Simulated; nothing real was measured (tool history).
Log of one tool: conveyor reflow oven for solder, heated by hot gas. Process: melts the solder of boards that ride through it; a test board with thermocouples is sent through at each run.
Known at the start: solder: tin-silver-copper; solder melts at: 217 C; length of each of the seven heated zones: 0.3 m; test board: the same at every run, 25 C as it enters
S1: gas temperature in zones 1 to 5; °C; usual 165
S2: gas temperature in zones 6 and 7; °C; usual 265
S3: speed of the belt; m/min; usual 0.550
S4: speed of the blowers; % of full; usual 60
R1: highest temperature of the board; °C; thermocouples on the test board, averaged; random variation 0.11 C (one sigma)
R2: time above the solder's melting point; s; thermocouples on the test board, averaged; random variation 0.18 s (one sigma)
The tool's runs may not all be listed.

run 1 hour=0.0 | S1=165 S2=265 S3=0.550 S4=60 | R1=244.8 R2=40.4
run 2 hour=42.8 | S1=165 S2=265 S3=0.550 S4=60 | R1=244.5 R2=40.2
run 3 hour=79.0 | S1=165 S2=265 S3=0.550 S4=60 | R1=244.4 R2=39.9
run 4 hour=144.2 | S1=165 S2=265 S3=0.550 S4=80 | R1=250.7 R2=45.8
run 5 hour=206.6 | S1=165 S2=265 S3=0.639 S4=80 | R1=245.3 R2=35.4
run 6 hour=267.3 | S1=165 S2=265 S3=0.639 S4=80 | R1=245.1 R2=35.3
run 7 hour=305.2 | S1=165 S2=265 S3=0.550 S4=60 | R1=244.3 R2=40.0
run 8 hour=342.8 | S1=165 S2=265 S3=0.550 S4=54 | R1=241.6 R2=37.3
run 9 hour=379.0 | S1=165 S2=265 S3=0.550 S4=54 | R1=241.6 R2=37.3
-- hour=401.8 flux residue cleaned out of gas plates and filters
run 10 hour=460.2 | S1=165 S2=256 S3=0.550 S4=60 | R1=238.7 R2=35.8
run 11 hour=495.8 | S1=165 S2=256 S3=0.553 S4=60 | R1=238.6 R2=35.4
run 12 hour=548.2 | S1=165 S2=256 S3=0.553 S4=60 | R1=238.4 R2=35.2
run 13 hour=615.5 | S1=165 S2=265 S3=0.451 S4=60 | R1=252.5 R2=58.5
run 14 hour=693.3 | S1=165 S2=265 S3=0.550 S4=60 | R1=246.0 R2=42.3
run 15 hour=730.6 | S1=165 S2=274 S3=0.550 S4=60 | R1=253.7 R2=46.9
run 16 hour=809.3 | S1=154 S2=265 S3=0.550 S4=60 | R1=243.7 R2=37.3
run 17 hour=870.2 | S1=165 S2=275 S3=0.550 S4=61 | R1=254.9 R2=48.0
run 18 hour=948.0 | S1=175 S2=265 S3=0.550 S4=89 | R1=255.1 R2=52.7
run 19 hour=996.2 | S1=173 S2=265 S3=0.501 S4=60 | R1=250.4 R2=52.9
run 20 hour=1046.4 | S1=173 S2=256 S3=0.490 S4=83 | R1=248.2 R2=55.0

Forecast run 21:
run 21 hour=1099.4 | S1=173 S2=256 S3=0.490 S4=83 | R1=? R2=?

{"run 21": {"R1": 248.0, "R2": 54.9}}
Without the tool's hidden state the same run would have given R1 247.9 °C, R2 54.5 s.
